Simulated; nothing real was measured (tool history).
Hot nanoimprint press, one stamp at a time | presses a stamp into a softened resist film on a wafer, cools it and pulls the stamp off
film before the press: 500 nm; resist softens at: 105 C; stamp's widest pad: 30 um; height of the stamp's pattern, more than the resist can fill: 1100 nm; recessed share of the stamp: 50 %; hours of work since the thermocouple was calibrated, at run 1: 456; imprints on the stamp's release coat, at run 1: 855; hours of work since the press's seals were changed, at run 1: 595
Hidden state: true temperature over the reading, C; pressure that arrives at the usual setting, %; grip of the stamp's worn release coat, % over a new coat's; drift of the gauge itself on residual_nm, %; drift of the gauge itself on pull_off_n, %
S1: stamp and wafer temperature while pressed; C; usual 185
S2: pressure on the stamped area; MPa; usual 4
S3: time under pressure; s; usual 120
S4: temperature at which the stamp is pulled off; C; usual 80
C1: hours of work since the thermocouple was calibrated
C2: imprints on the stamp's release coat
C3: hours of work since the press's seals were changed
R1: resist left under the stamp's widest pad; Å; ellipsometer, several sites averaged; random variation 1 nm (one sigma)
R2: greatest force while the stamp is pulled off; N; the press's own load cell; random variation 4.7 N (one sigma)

run 1 hour=0 | S1=185 S2=4 S3=120 S4=80 | C1=456 C2=855 C3=595 | R1=1866 R2=278
run 2 hour=32.5 | S1=185 S2=4 S3=120 S4=80 | C1=479 C2=946 C3=618 | R1=1867 R2=275
run 3 hour=51.3 | S1=180 S2=4 S3=120 S4=80 | C1=493 C2=998 C3=631 | R1=2375 R2=298
run 4 hour=68.7 | S1=180 S2=4 S3=120 S4=80 | C1=505 C2=1047 C3=644 | R1=2390 R2=288
-- hour=85.8 stamp cleaned and given a new release coat
run 5 hour=92.3 | S1=185 S2=4 S3=120 S4=80 | C1=518 C2=19 C3=656 | R1=1863 R2=229
run 6 hour=108.3 | S1=185 S2=4 S3=120 S4=80 | C1=529 C2=63 C3=668 | R1=1846 R2=233
run 7 hour=138.7 | S1=185 S2=2.5 S3=120 S4=80 | C1=551 C2=148 C3=689 | R1=2299 R2=232
-- hour=156.5 plate thermocouple calibrated
run 8 hour=165.4 | S1=185 S2=2.5 S3=120 S4=80 | C1=6 C2=214 C3=706 | R1=2478 R2=244
run 9 hour=192.3 | S1=185 S2=2.5 S3=120 S4=80 | C1=25 C2=289 C3=725 | R1=2431 R2=245
run 10 hour=217.7 | S1=185 S2=4 S3=120 S4=80 | C1=44 C2=359 C3=743 | R1=1971 R2=244
run 11 hour=248.6 | S1=185 S2=4 S3=120 S4=80 | C1=66 C2=446 C3=765 | R1=1949 R2=252
run 12 hour=273.7 | S1=185 S2=4 S3=120 S4=80 | C1=83 C2=516 C3=783 | R1=1959 R2=262
run 13 hour=293.2 | S1=185 S2=4 S3=120 S4=80 | C1=97 C2=570 C3=797 | R1=1932 R2=263
run 14 hour=315.9 | S1=185 S2=4 S3=120 S4=80 | C1=113 C2=633 C3=813 | R1=1937 R2=267
run 15 hour=341.5 | S1=190 S2=4 S3=120 S4=80 | C1=132 C2=705 C3=832 | R1=1514 R2=261
run 16 hour=359.9 | S1=176 S2=3.93 S3=82 S4=80 | C1=145 C2=756 C3=845 | R1=3324 R2=269
run 17 hour=378.8 | S1=185 S2=4 S3=140 S4=68 | C1=158 C2=808 C3=858 | R1=1820 R2=338
run 18 hour=396.1 | S1=190 S2=3.36 S3=225 S4=73 | C1=170 C2=857 C3=870 | R1=1260 R2=308
run 19 hour=425.5 | S1=193 S2=4 S3=120 S4=87 | C1=191 C2=938 C3=891 | R1=1294 R2=254
run 20 hour=441.9 | S1=185 S2=5.6 S3=73 S4=69 | C1=203 C2=984 C3=903 | R1=2007 R2=339
run 21 hour=465.3 | S1=188 S2=5.1 S3=120 S4=80 | C1=220 C2=1049 C3=920 | R1=1461 R2=308
-- hour=482.8 stamp cleaned and given a new release coat
run 22 hour=499.6 | S1=185 S2=4 S3=120 S4=80 | C1=240 C2=47 C3=940 | R1=1919 R2=232
run 23 hour=526.6 | S1=185 S2=4 S3=120 S4=80 | C1=259 C2=122 C3=959 | R1=1904 R2=238
run 24 hour=545.5 | S1=186 S2=2.74 S3=76 S4=83 | C1=272 C2=175 C3=972 | R1=2574 R2=226
run 25 hour=563.7 | S1=186 S2=2.74 S3=76 S4=83 | C1=285 C2=226 C3=985 | R1=2557 R2=226
run 26 hour=583.9 | S1=186 S2=2.74 S3=76 S4=83 | C1=300 C2=282 C3=1000 | R1=2546 R2=234
-- hour=599.9 press's hydraulic seals changed and the load cell set to zero
run 27 hour=614.6 | S1=194 S2=2.52 S3=77 S4=78 | C1=316 C2=345 C3=10 | R1=1830 R2=259
run 28 hour=637 | S1=194 S2=2.52 S3=77 S4=78 | C1=332 C2=408 C3=26 | R1=1801 R2=253
run 29 hour=668 | S1=194 S2=2.52 S3=77 S4=78 | C1=354 C2=494 C3=49 | R1=1816 R2=269

The same runs without the tool's hidden state, with the same run-to-run variation:
run=1 R1=1963 R2=227
run=2 R1=1971 R2=220
run=3 R1=2509 R2=236
run=4 R1=2529 R2=226
run=5 R1=1976 R2=234
run=6 R1=1961 R2=235
run=7 R1=2448 R2=228
run=8 R1=2486 R2=231
run=9 R1=2445 R2=227
run=10 R1=1977 R2=223
run=11 R1=1961 R2=224
run=12 R1=1976 R2=229
run=13 R1=1952 R2=227
run=14 R1=1960 R2=227
run=15 R1=1534 R2=219
run=16 R1=3371 R2=223
run=17 R1=1853 R2=276
run=18 R1=1287 R2=249
run=19 R1=1319 R2=202
run=20 R1=2038 R2=266
run=21 R1=1490 R2=239
run=22 R1=1973 R2=233
run=23 R1=1962 R2=234
run=24 R1=2660 R2=219
run=25 R1=2646 R2=216
run=26 R1=2639 R2=220
run=27 R1=1930 R2=240
run=28 R1=1905 R2=231
run=29 R1=1925 R2=240
